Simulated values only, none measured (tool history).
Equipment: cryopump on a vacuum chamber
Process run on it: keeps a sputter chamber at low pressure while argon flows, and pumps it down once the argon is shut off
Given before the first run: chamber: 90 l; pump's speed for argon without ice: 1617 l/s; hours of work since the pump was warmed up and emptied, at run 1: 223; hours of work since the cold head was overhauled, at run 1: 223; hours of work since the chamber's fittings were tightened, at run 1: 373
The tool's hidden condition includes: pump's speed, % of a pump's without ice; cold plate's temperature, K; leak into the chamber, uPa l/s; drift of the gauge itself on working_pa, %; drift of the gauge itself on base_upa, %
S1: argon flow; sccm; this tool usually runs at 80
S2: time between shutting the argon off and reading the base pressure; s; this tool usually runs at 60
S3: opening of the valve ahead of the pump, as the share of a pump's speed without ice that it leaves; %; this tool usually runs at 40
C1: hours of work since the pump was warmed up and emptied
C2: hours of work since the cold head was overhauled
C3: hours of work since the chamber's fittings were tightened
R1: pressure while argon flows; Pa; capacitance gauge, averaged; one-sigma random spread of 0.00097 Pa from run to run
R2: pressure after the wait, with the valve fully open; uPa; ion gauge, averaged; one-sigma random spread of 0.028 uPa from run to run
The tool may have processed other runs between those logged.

run,hour,S1,S2,S3,C1,C2,C3,R1,R2
1,0,80,60,40,223,223,373,0.2324,1.99
2,16.7,80,33,40,234,234,385,0.2324,2.94
3,39.5,80,33,40,250,250,401,0.2348,3.03
4,55.1,80,60,48,261,261,411,0.2033,2.14
5,73.6,80,60,48,274,274,424,0.2041,2.16
6,86.1,80,60,48,283,283,433,0.2057,2.12
7,109.2,35,60,48,299,299,449,0.0905,2.2

What will run 8 give?
8,120.5,35,60,48,307,307,457,?,?

R1: 0.0903 Pa
R2: 2.28 uPa
Were there no unlogged condition in the tool, this run, its random variation unchanged, would have produced R1 0.0757 Pa, R2 1.32 uPa.
